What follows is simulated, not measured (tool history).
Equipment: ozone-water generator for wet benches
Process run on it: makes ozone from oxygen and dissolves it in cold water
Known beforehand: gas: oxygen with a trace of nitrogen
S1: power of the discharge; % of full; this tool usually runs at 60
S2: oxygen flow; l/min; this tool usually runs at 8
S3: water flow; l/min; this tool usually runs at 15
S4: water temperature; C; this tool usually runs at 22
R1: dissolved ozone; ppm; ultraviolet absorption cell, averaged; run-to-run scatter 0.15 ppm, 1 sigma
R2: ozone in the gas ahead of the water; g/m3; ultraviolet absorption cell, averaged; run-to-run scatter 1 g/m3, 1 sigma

{"run": 1, "hour": 0.0, "S1": 60, "S2": 8, "S3": 15, "S4": 22, "R1": 18.9, "R2": 184.7}
{"run": 2, "hour": 33.3, "S1": 60, "S2": 9.98, "S3": 15, "S4": 22, "R1": 18.9, "R2": 170.4}
{"run": 3, "hour": 69.8, "S1": 71, "S2": 8, "S3": 15, "S4": 22, "R1": 22.3, "R2": 214.8}
{"run": 4, "hour": 90.4, "S1": 71, "S2": 8, "S3": 15, "S4": 22, "R1": 22, "R2": 212.6}
{"run": 5, "hour": 107.7, "S1": 60, "S2": 8, "S3": 15, "S4": 22, "R1": 19.1, "R2": 184.8}
{"run": 6, "hour": 144.8, "S1": 60, "S2": 4.75, "S3": 15, "S4": 22, "R1": 18.5, "R2": 216.7}
{"run": 7, "hour": 183.3, "S1": 60, "S2": 4.75, "S3": 15, "S4": 22, "R1": 18.2, "R2": 217.3}
{"run": 8, "hour": 210.0, "S1": 60, "S2": 4.75, "S3": 15, "S4": 22, "R1": 18.4, "R2": 218.5}
{"run": 9, "hour": 247.9, "S1": 46, "S2": 4.6, "S3": 11, "S4": 30, "R1": 15.4, "R2": 172.2}
{"run": 10, "hour": 277.0, "S1": 64, "S2": 8, "S3": 15, "S4": 22, "R1": 20.2, "R2": 194.1}
{"run": 11, "hour": 315.4, "S1": 57, "S2": 8.13, "S3": 12, "S4": 18, "R1": 22.9, "R2": 173.9}
{"run": 12, "hour": 359.1, "S1": 90, "S2": 8, "S3": 15, "S4": 23, "R1": 27.4, "R2": 263}
{"run": 13, "hour": 386.0, "S1": 96, "S2": 4.5, "S3": 14, "S4": 23, "R1": 28.3, "R2": 338.6}
{"run": 14, "hour": 415.5, "S1": 96, "S2": 4.5, "S3": 14, "S4": 15, "R1": 32.5, "R2": 338.1}

Between the runs listed above, the log contained 1 entry, not reproduced here. Where in the sequence does each belong, and how does what the log doesn't record of the tool's condition differ from the listed run before to the listed run after?
Run 11 -> run 12: contactor cleaned (hour 331.7)
  contactor's efficiency, % of a clean one's: 99.6 -> 100
